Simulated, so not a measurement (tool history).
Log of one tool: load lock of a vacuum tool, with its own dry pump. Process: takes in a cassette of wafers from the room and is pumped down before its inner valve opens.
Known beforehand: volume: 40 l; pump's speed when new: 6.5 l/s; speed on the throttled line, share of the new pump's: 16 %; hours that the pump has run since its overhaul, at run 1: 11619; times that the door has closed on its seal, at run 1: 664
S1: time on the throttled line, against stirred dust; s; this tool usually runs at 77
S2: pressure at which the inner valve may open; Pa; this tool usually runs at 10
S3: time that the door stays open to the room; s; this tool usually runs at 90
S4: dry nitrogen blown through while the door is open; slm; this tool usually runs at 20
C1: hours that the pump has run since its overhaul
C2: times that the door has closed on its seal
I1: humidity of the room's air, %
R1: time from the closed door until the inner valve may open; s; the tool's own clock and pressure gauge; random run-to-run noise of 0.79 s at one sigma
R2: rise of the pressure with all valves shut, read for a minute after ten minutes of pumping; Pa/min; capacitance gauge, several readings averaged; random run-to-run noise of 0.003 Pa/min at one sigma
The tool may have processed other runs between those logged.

{"run": 1, "hour": 0.0, "S1": 77, "S2": 10, "S3": 90, "S4": 20, "C1": 11619, "C2": 664, "I1": 42.6, "R1": 120.6, "R2": 0.031}
{"hour": 252.2, "done": "dry pump taken out, an overhauled one fitted"}
{"run": 2, "hour": 571.0, "S1": 77, "S2": 10, "S3": 90, "S4": 20, "C1": 319, "C2": 1248, "I1": 41.6, "R1": 120.9, "R2": 0.03}
{"run": 3, "hour": 1007.4, "S1": 77, "S2": 10, "S3": 90, "S4": 20, "C1": 755, "C2": 1698, "I1": 45.7, "R1": 121.2, "R2": 0.033}
{"run": 4, "hour": 1570.0, "S1": 77, "S2": 10, "S3": 90, "S4": 20, "C1": 1318, "C2": 2279, "I1": 45.5, "R1": 120.2, "R2": 0.032}
{"run": 5, "hour": 2109.1, "S1": 77, "S2": 10, "S3": 90, "S4": 20, "C1": 1857, "C2": 2836, "I1": 44.0, "R1": 122.2, "R2": 0.031}
{"run": 6, "hour": 2619.5, "S1": 77, "S2": 10, "S3": 90, "S4": 38, "C1": 2367, "C2": 3363, "I1": 44.1, "R1": 121.0, "R2": 0.02}
{"run": 7, "hour": 3063.8, "S1": 77, "S2": 10, "S3": 90, "S4": 12, "C1": 2812, "C2": 3821, "I1": 48.4, "R1": 121.5, "R2": 0.04}
{"run": 8, "hour": 3422.5, "S1": 77, "S2": 10, "S3": 90, "S4": 12, "C1": 3170, "C2": 4192, "I1": 45.4, "R1": 122.6, "R2": 0.04}
{"run": 9, "hour": 3801.6, "S1": 77, "S2": 10, "S3": 90, "S4": 12, "C1": 3549, "C2": 4583, "I1": 45.0, "R1": 122.3, "R2": 0.034}
{"run": 10, "hour": 4123.1, "S1": 77, "S2": 10, "S3": 90, "S4": 12, "C1": 3871, "C2": 4915, "I1": 45.0, "R1": 121.7, "R2": 0.041}
{"run": 11, "hour": 4583.6, "S1": 77, "S2": 10, "S3": 90, "S4": 12, "C1": 4331, "C2": 5391, "I1": 47.0, "R1": 121.1, "R2": 0.043}
{"run": 12, "hour": 4965.9, "S1": 77, "S2": 10, "S3": 90, "S4": 12, "C1": 4714, "C2": 5785, "I1": 45.0, "R1": 121.8, "R2": 0.04}
{"run": 13, "hour": 5206.0, "S1": 77, "S2": 10, "S3": 90, "S4": 12, "C1": 4954, "C2": 6033, "I1": 44.3, "R1": 121.0, "R2": 0.036}
{"run": 14, "hour": 5791.0, "S1": 77, "S2": 9, "S3": 90, "S4": 20, "C1": 5539, "C2": 6637, "I1": 44.7, "R1": 121.8, "R2": 0.027}
{"run": 15, "hour": 6078.7, "S1": 77, "S2": 8, "S3": 90, "S4": 20, "C1": 5826, "C2": 6934, "I1": 44.8, "R1": 122.2, "R2": 0.028}
{"run": 16, "hour": 6580.3, "S1": 77, "S2": 8, "S3": 90, "S4": 20, "C1": 6328, "C2": 7452, "I1": 43.1, "R1": 123.3, "R2": 0.035}
{"run": 17, "hour": 7077.8, "S1": 77, "S2": 10, "S3": 90, "S4": 20, "C1": 6826, "C2": 7966, "I1": 45.0, "R1": 121.9, "R2": 0.026}
{"run": 18, "hour": 7414.1, "S1": 77, "S2": 10, "S3": 90, "S4": 20, "C1": 7162, "C2": 8313, "I1": 45.8, "R1": 121.5, "R2": 0.031}
{"run": 19, "hour": 7971.0, "S1": 77, "S2": 11, "S3": 76, "S4": 20, "C1": 7719, "C2": 8888, "I1": 41.0, "R1": 122.8, "R2": 0.028}
{"run": 20, "hour": 8253.8, "S1": 77, "S2": 8, "S3": 90, "S4": 11, "C1": 8002, "C2": 9180, "I1": 48.0, "R1": 123.1, "R2": 0.046}
{"run": 21, "hour": 8570.4, "S1": 130, "S2": 8, "S3": 47, "S4": 11, "C1": 8318, "C2": 9507, "I1": 42.9, "R1": 166.5, "R2": 0.027}
{"run": 22, "hour": 8914.4, "S1": 100, "S2": 10, "S3": 195, "S4": 20, "C1": 8662, "C2": 9862, "I1": 47.8, "R1": 141.7, "R2": 0.043}
{"run": 23, "hour": 9163.4, "S1": 100, "S2": 10, "S3": 195, "S4": 20, "C1": 8911, "C2": 10119, "I1": 43.4, "R1": 140.5, "R2": 0.039}
{"run": 24, "hour": 9689.1, "S1": 77, "S2": 9, "S3": 60, "S4": 20, "C1": 9437, "C2": 10662, "I1": 47.4, "R1": 121.6, "R2": 0.03}
{"run": 25, "hour": 10122.7, "S1": 77, "S2": 9, "S3": 60, "S4": 20, "C1": 9870, "C2": 11110, "I1": 42.7, "R1": 122.5, "R2": 0.025}
{"run": 26, "hour": 10368.2, "S1": 77, "S2": 9, "S3": 61, "S4": 20, "C1": 10116, "C2": 11363, "I1": 43.9, "R1": 121.4, "R2": 0.025}
{"run": 27, "hour": 10730.4, "S1": 77, "S2": 9, "S3": 61, "S4": 20, "C1": 10478, "C2": 11737, "I1": 45.8, "R1": 122.8, "R2": 0.029}
{"run": 28, "hour": 11186.1, "S1": 77, "S2": 9, "S3": 61, "S4": 20, "C1": 10934, "C2": 12208, "I1": 47.8, "R1": 122.1, "R2": 0.026}
{"run": 29, "hour": 11666.5, "S1": 53, "S2": 13, "S3": 224, "S4": 20, "C1": 11414, "C2": 12704, "I1": 44.6, "R1": 100.4, "R2": 0.042}
{"run": 30, "hour": 12080.8, "S1": 77, "S2": 8, "S3": 90, "S4": 16, "C1": 11829, "C2": 13132, "I1": 46.1, "R1": 123.4, "R2": 0.037}
{"hour": 12125.0, "done": "dry pump taken out, an overhauled one fitted"}
{"run": 31, "hour": 12592.8, "S1": 56, "S2": 10, "S3": 90, "S4": 20, "C1": 468, "C2": 13654, "I1": 45.2, "R1": 103.0, "R2": 0.028}
{"run": 32, "hour": 12862.8, "S1": 56, "S2": 10, "S3": 90, "S4": 20, "C1": 738, "C2": 13933, "I1": 46.0, "R1": 104.6, "R2": 0.032}
{"run": 33, "hour": 13150.3, "S1": 84, "S2": 8, "S3": 90, "S4": 5, "C1": 1025, "C2": 14230, "I1": 42.8, "R1": 128.3, "R2": 0.052}
{"run": 34, "hour": 13731.7, "S1": 78, "S2": 11, "S3": 134, "S4": 11, "C1": 1607, "C2": 14830, "I1": 48.4, "R1": 122.2, "R2": 0.054}
{"run": 35, "hour": 14154.4, "S1": 78, "S2": 11, "S3": 134, "S4": 11, "C1": 2029, "C2": 15267, "I1": 46.9, "R1": 122.1, "R2": 0.044}
{"run": 36, "hour": 14689.4, "S1": 77, "S2": 10, "S3": 84, "S4": 45, "C1": 2564, "C2": 15819, "I1": 45.9, "R1": 120.6, "R2": 0.019}

Here are 3 independent what-if runs from the current tool condition. What would each one return?
{"run": "A", "hour": 14952.8, "S1": 138, "S2": 10, "S3": 84, "S4": 45, "C1": 2828, "C2": 16091, "I1": 41.7, "R1": "?", "R2": "?"}
{"run": "B", "hour": 14952.8, "S1": 77, "S2": 10, "S3": 104, "S4": 20, "C1": 2828, "C2": 16091, "I1": 46.4, "R1": "?", "R2": "?"}
{"run": "C", "hour": 14952.8, "S1": 46, "S2": 10, "S3": 70, "S4": 45, "C1": 2828, "C2": 16091, "I1": 50.4, "R1": "?", "R2": "?"}

run=A R1=174.6 R2=0.020
run=B R1=121.0 R2=0.035
run=C R1=96.4 R2=0.023
Stripped of hidden state, with their random variation kept, the same runs would have yielded:
run=A R1=174.6 R2=0.019
run=B R1=121.0 R2=0.034
run=C R1=96.3 R2=0.022
